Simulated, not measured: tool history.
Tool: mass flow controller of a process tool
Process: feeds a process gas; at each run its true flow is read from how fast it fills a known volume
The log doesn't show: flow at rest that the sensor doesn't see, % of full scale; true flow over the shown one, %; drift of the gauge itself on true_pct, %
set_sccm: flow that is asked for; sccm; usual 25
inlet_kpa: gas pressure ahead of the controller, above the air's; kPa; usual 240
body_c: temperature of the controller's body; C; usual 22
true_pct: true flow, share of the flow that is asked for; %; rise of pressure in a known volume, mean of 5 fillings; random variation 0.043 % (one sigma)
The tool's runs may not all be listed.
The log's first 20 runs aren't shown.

run    hour  set_sccm  inlet_kpa  body_c  hours of work since the controller was set to zero  hours of work since the controller was changed  true_pct
 21  2915.7        25        240      40                                                6978                                            6978    100.43
     2950.1  -- controller's zero set anew
 22  3005.1        25        240      40                                                  40                                            7043    100.48
 23  3168.6        12        271      40                                                 159                                            7162     100.3
 24  3351.6        25        240      21                                                 293                                            7295     99.41
 25  3553.1        34        244      31                                                 439                                            7442    100.24
 26  3684.3        46        155      33                                                 535                                            7538    100.02
 27  3806.2        46        158      22                                                 624                                            7627     99.43
 28  3924.5        17        146      22                                                 710                                            7713     98.54
 29  4138.3        25        258      32                                                 866                                            7869    100.13
 30  4276.2        29        219      22                                                 966                                            7969     99.43
 31  4480.3        29        219      39                                                1115                                            8118    100.32
 32    4592        29        219      40                                                1197                                            8199    100.43
 33  4723.6        29        219      40                                                1292                                            8295    100.47
 34  4869.8        29        219      40                                                1399                                            8402    100.41
 35  5074.1         8        240      25                                                1548                                            8551     99.12
 36  5238.1        11        240      25                                                1667                                            8670      99.2
 37  5400.4        11        240      25                                                1786                                            8788     99.19
 38  5576.6        40        177      35                                                1914                                            8917    100.09
 39  5713.2        40        177      35                                                2014                                            9016    100.11
 40  5858.6        19        240      27                                                2120                                            9122     99.47
 41  5951.2        27        240      33                                                2187                                            9190    100.11
 42  6145.2        27        240      33                                                2329                                            9331     100.1
 43  6263.3        25        240      29                                                2415                                            9417     99.83

3 ways to go on from here, each from the tool as it stands after run 43. What would each give?
  A  6428.6        32        184      29                                                2535                                            9538         ?
  B  6428.6        25        204      22                                                2535                                            9538         ?
  C  6428.6        22        192      36                                                2535                                            9538         ?

run  true_pct
  A     99.54
  B      99.2
  C     99.78
Without the tool's hidden state the same runs would have given:
run  true_pct
  A     99.54
  B      99.2
  C     99.78
